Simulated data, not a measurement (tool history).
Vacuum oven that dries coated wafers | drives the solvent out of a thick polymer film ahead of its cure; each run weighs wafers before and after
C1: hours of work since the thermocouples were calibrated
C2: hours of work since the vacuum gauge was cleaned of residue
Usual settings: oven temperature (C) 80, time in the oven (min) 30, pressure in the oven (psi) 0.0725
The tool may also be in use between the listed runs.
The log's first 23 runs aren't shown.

run 24 hour=1101.3 | oven_temperature_(C)=80 time_in_the_oven_(min)=30 pressure_in_the_oven_(psi)=0.0725 | C1=870 C2=1011 | solvent_left_in_the_film_(%)=0.71
run 25 hour=1159.1 | oven_temperature_(C)=79 time_in_the_oven_(min)=40 pressure_in_the_oven_(psi)=0.0725 | C1=893 C2=1034 | solvent_left_in_the_film_(%)=0.39
run 26 hour=1220.4 | oven_temperature_(C)=80 time_in_the_oven_(min)=30 pressure_in_the_oven_(psi)=0.1897 | C1=918 C2=1059 | solvent_left_in_the_film_(%)=1.13
run 27 hour=1269.8 | oven_temperature_(C)=80 time_in_the_oven_(min)=30 pressure_in_the_oven_(psi)=0.1897 | C1=938 C2=1079 | solvent_left_in_the_film_(%)=1.15
run 28 hour=1297.2 | oven_temperature_(C)=74 time_in_the_oven_(min)=30 pressure_in_the_oven_(psi)=0.0927 | C1=949 C2=1090 | solvent_left_in_the_film_(%)=1.55
run 29 hour=1353.6 | oven_temperature_(C)=74 time_in_the_oven_(min)=30 pressure_in_the_oven_(psi)=0.0927 | C1=972 C2=1112 | solvent_left_in_the_film_(%)=1.6
run 30 hour=1400.5 | oven_temperature_(C)=74 time_in_the_oven_(min)=30 pressure_in_the_oven_(psi)=0.0927 | C1=991 C2=1131 | solvent_left_in_the_film_(%)=1.52
run 31 hour=1462.3 | oven_temperature_(C)=87 time_in_the_oven_(min)=47 pressure_in_the_oven_(psi)=0.2772 | C1=1016 C2=1156 | solvent_left_in_the_film_(%)=0.66
run 32 hour=1489.2 | oven_temperature_(C)=71 time_in_the_oven_(min)=30 pressure_in_the_oven_(psi)=0.1069 | C1=1026 C2=1167 | solvent_left_in_the_film_(%)=2.02
run 33 hour=1553.2 | oven_temperature_(C)=71 time_in_the_oven_(min)=30 pressure_in_the_oven_(psi)=0.1069 | C1=1052 C2=1193 | solvent_left_in_the_film_(%)=1.97
run 34 hour=1579.9 | oven_temperature_(C)=71 time_in_the_oven_(min)=30 pressure_in_the_oven_(psi)=0.1069 | C1=1063 C2=1204 | solvent_left_in_the_film_(%)=1.95
run 35 hour=1619.8 | oven_temperature_(C)=71 time_in_the_oven_(min)=30 pressure_in_the_oven_(psi)=0.1069 | C1=1079 C2=1220 | solvent_left_in_the_film_(%)=2.04
run 36 hour=1648.5 | oven_temperature_(C)=90 time_in_the_oven_(min)=15 pressure_in_the_oven_(psi)=0.0914 | C1=1091 C2=1231 | solvent_left_in_the_film_(%)=1.4
-- hour=1670.1 oven's thermocouples calibrated
run 37 hour=1710.4 | oven_temperature_(C)=67 time_in_the_oven_(min)=15 pressure_in_the_oven_(psi)=0.0914 | C1=16 C2=1255 | solvent_left_in_the_film_(%)=5.68
run 38 hour=1770.1 | oven_temperature_(C)=67 time_in_the_oven_(min)=15 pressure_in_the_oven_(psi)=0.0914 | C1=40 C2=1280 | solvent_left_in_the_film_(%)=5.57
run 39 hour=1811.7 | oven_temperature_(C)=80 time_in_the_oven_(min)=49 pressure_in_the_oven_(psi)=0.0587 | C1=57 C2=1296 | solvent_left_in_the_film_(%)=0.25
run 40 hour=1847.4 | oven_temperature_(C)=93 time_in_the_oven_(min)=49 pressure_in_the_oven_(psi)=0.0831 | C1=71 C2=1311 | solvent_left_in_the_film_(%)=0.23
run 41 hour=1881.6 | oven_temperature_(C)=73 time_in_the_oven_(min)=18 pressure_in_the_oven_(psi)=0.0725 | C1=85 C2=1325 | solvent_left_in_the_film_(%)=3.57
run 42 hour=1917.3 | oven_temperature_(C)=77 time_in_the_oven_(min)=20 pressure_in_the_oven_(psi)=0.1774 | C1=100 C2=1339 | solvent_left_in_the_film_(%)=2.55
run 43 hour=1951 | oven_temperature_(C)=91 time_in_the_oven_(min)=28 pressure_in_the_oven_(psi)=0.1539 | C1=113 C2=1352 | solvent_left_in_the_film_(%)=0.41
run 44 hour=1995.5 | oven_temperature_(C)=91 time_in_the_oven_(min)=28 pressure_in_the_oven_(psi)=0.1539 | C1=131 C2=1370 | solvent_left_in_the_film_(%)=0.53
run 45 hour=2025.7 | oven_temperature_(C)=91 time_in_the_oven_(min)=28 pressure_in_the_oven_(psi)=0.1539 | C1=143 C2=1383 | solvent_left_in_the_film_(%)=0.44
run 46 hour=2054.8 | oven_temperature_(C)=91 time_in_the_oven_(min)=28 pressure_in_the_oven_(psi)=0.1539 | C1=155 C2=1394 | solvent_left_in_the_film_(%)=0.51
run 47 hour=2098.6 | oven_temperature_(C)=91 time_in_the_oven_(min)=28 pressure_in_the_oven_(psi)=0.1539 | C1=173 C2=1412 | solvent_left_in_the_film_(%)=0.48

Forecast each of these 3 alternatives for the next run:
run A hour=2163.4 | oven_temperature_(C)=76 time_in_the_oven_(min)=30 pressure_in_the_oven_(psi)=0.0502 | C1=199 C2=1438 | solvent_left_in_the_film_(%)=?
run B hour=2163.4 | oven_temperature_(C)=80 time_in_the_oven_(min)=44 pressure_in_the_oven_(psi)=0.1539 | C1=199 C2=1438 | solvent_left_in_the_film_(%)=?
run C hour=2163.4 | oven_temperature_(C)=67 time_in_the_oven_(min)=25 pressure_in_the_oven_(psi)=0.1204 | C1=199 C2=1438 | solvent_left_in_the_film_(%)=?

run=A solvent_left_in_the_film_(%)=1.15
run=B solvent_left_in_the_film_(%)=0.62
run=C solvent_left_in_the_film_(%)=3.56
Without the tool's hidden state the same runs would have given:
run=A solvent_left_in_the_film_(%)=1.15
run=B solvent_left_in_the_film_(%)=0.62
run=C solvent_left_in_the_film_(%)=3.55

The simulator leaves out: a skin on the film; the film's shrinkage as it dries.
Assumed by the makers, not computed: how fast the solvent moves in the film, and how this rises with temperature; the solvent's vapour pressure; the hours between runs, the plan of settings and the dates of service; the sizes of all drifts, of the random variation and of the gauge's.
